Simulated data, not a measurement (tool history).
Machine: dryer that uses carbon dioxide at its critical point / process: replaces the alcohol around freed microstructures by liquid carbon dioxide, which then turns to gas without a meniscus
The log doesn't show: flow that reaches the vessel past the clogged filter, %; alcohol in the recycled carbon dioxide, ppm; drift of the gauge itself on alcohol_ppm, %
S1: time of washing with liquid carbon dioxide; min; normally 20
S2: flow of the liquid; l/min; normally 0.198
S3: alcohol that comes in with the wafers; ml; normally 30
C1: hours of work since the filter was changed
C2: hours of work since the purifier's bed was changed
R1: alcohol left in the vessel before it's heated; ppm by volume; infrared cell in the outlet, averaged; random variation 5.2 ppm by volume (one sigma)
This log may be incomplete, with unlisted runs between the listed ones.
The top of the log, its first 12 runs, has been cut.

run,hour,S1,S2,S3,C1,C2,R1
13,251.8,20,0.198,30,156,266,173
14,271.5,20,0.198,30,168,278,180
15,296.2,20,0.228,30,183,293,121
16,324.6,20,0.198,116,200,310,545
17,356.1,20,0.198,116,219,329,553
18,376.6,20,0.198,30,232,342,207
19,401.7,20,0.198,30,247,357,205
20,429.8,20,0.198,30,264,374,214
21,450.0,20,0.198,30,277,387,222
22,464.8,20,0.198,30,286,396,225
# hour 468.7: inlet filter changed
23,490.3,20,0.198,30,13,411,172
24,515.7,20,0.198,30,29,426,174
25,533.5,20,0.198,30,40,437,175

Predict the results of run 26:
26,547.0,20,0.198,30,48,445,?

R1: 182 ppm by volume
Were there no unlogged condition in the tool, this run, its random variation unchanged, would have produced R1 87 ppm by volume.

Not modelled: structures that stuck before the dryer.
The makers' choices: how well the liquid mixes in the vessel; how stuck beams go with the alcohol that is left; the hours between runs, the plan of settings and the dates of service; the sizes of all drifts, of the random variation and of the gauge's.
